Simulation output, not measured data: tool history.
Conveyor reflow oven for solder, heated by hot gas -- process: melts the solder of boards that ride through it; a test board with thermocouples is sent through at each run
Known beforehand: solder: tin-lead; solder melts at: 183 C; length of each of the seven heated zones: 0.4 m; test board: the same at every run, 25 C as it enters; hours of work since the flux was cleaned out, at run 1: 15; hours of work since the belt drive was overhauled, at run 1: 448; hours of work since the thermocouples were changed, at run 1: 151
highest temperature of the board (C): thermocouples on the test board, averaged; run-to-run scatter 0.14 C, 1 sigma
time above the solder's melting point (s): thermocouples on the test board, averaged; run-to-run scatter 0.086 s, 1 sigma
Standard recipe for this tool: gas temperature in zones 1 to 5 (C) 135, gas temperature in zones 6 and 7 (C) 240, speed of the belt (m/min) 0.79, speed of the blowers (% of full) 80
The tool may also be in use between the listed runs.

run   hour  gas temperature in zones 1 to 5 (C)  gas temperature in zones 6 and 7 (C)  speed of the belt (m/min)  speed of the blowers (% of full)  hours of work since the flux was cleaned out  hours of work since the belt drive was overhauled  hours of work since the thermocouples were changed  highest temperature of the board (C)  time above the solder's melting point (s)
  1      0                                  135                                   240                       0.79                                80                                            15                                                448                                                 151                                 220.1                                      46.08
  2   36.5                                  135                                   240                       0.79                                80                                            42                                                475                                                 178                                 220.4                                      45.86
  3   70.5                                  135                                   240                       0.79                                80                                            68                                                501                                                 203                                   220                                      45.98
  4  101.1                                  143                                   240                       0.79                                80                                            90                                                523                                                 226                                 221.7                                      49.21
  5  128.7                                  135                                   240                       0.79                                80                                           111                                                544                                                 246                                   220                                      46.14
  6  148.8                                  135                                   240                       0.79                                80                                           126                                                559                                                 261                                 219.8                                      45.89
  7  181.5                                  135                                   240                       0.79                                80                                           150                                                583                                                 286                                 220.2                                      46.02
  8  209.9                                  135                                   243                       0.79                                80                                           171                                                604                                                 307                                 222.4                                      47.41
  9  240.7                                  135                                   243                       0.79                                80                                           194                                                627                                                 330                                 222.6                                      47.53
 10  263.8                                  135                                   243                       0.79                                80                                           211                                                644                                                 347                                 222.4                                      47.39
 11  290.6                                  135                                   240                       0.79                                80                                           231                                                664                                                 367                                 220.1                                      46.18
 12  323.4                                  135                                   240                       0.79                                80                                           256                                                689                                                 391                                 220.4                                      45.91
 13  342.5                                  135                                   240                       0.79                                80                                           270                                                703                                                 405                                 220.1                                      46.03
 14  378.3                                  135                                   240                       0.79                                80                                           296                                                730                                                 432                                 219.9                                      45.97
 15  400.7                                  135                                   240                       0.79                                77                                           313                                                746                                                 449                                 219.5                                      45.53
 16  426.6                                  135                                   240                       0.79                                77                                           332                                                765                                                 468                                 219.6                                      45.38
       450  -- flux residue cleaned out of gas plates and filters
 17    450                                  135                                   240                       0.79                                77                                             0                                                779                                                 482                                 219.4                                       45.6
 18  477.9                                  129                                   242                       0.79                                72                                            21                                                800                                                 502                                 218.4                                       43.2
 19  510.5                                  121                                   240                      0.662                                80                                            45                                                824                                                 527                                 223.8                                      54.35
 20  536.9                                  143                                   240                       0.79                                71                                            65                                                844                                                 546                                 219.6                                      47.71

Run 21 comes next. What will it give?
 21  560.1                                  143                                   240                       0.79                                71                                            82                                                861                                                 563                                     ?                                          ?

{"run 21": {"highest temperature of the board (C)": 219.5, "time above the solder's melting point (s)": 47.65}}
Were there no unlogged condition in the tool, this run, its random variation unchanged, would have produced highest temperature of the board (C) 219.5, time above the solder's melting point (s) 47.65.
